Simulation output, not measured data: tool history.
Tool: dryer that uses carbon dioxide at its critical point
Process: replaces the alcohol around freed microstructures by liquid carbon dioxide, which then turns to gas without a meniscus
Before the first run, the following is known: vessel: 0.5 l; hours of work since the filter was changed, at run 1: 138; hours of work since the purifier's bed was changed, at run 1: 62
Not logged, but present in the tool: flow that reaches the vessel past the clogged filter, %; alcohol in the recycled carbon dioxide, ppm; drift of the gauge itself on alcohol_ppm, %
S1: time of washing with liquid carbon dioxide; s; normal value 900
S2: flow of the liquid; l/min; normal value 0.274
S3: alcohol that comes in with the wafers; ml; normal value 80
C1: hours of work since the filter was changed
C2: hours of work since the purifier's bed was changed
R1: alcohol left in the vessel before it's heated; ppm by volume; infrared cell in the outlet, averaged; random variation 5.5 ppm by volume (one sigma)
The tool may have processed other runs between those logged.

run	day	S1	S2	S3	C1	C2	R1
1	0.000	900	0.274	80	138	62	248
2	0.575	900	0.274	80	146	70	249
3	1.521	900	0.274	80	158	82	258
4	2.058	900	0.274	80	165	89	256
5	2.842	900	0.274	25	175	99	98
6	3.512	900	0.274	25	183	108	96
7	4.750	900	0.274	25	199	124	98
8	6.050	900	0.274	80	216	140	301
9	7.025	1260	0.274	80	229	153	38
10	8.096	900	0.176	80	243	167	3038
11	9.071	900	0.176	46	255	179	1736
12	10.129	900	0.274	80	269	193	346
13	11.008	900	0.274	80	280	204	379
# day 11.671: inlet filter changed
14	11.892	900	0.274	80	3	215	174
15	12.954	900	0.274	80	17	229	182
16	13.917	900	0.294	80	29	241	131
17	14.983	1080	0.294	80	43	255	48
18	16.254	1080	0.294	80	59	272	44
19	17.321	600	0.274	33	73	285	760
20	18.196	1380	0.274	80	84	297	35
21	19.062	720	0.206	80	95	308	3043
22	20.317	540	0.405	32	112	324	199
23	21.046	540	0.405	32	121	333	205
24	21.929	540	0.405	32	132	345	211
25	23.204	960	0.195	29	149	361	467
26	23.775	960	0.195	29	156	369	456
27	24.300	960	0.195	29	163	375	477
28	25.221	720	0.277	80	175	387	903
29	25.829	720	0.277	80	183	395	910
30	26.638	720	0.277	80	193	405	937
31	27.392	840	0.257	35	203	415	309
32	28.079	960	0.169	35	212	424	1191
33	28.833	960	0.169	35	221	434	1221
34	29.612	900	0.169	35	232	444	1584
35	30.904	1440	0.418	96	248	461	33
36	31.850	540	0.371	57	260	473	772

Results per run with the tool's hidden condition removed, run-to-run variation unchanged:
run	R1
1	163
2	160
3	156
4	152
5	58
6	53
7	52
8	154
9	13
10	1914
11	1060
12	149
13	167
14	155
15	157
16	105
17	27
18	21
19	634
20	15
21	2522
22	132
23	134
24	133
25	316
26	302
27	313
28	574
29	566
30	569
31	168
32	770
33	776
34	1019
35	5
36	394
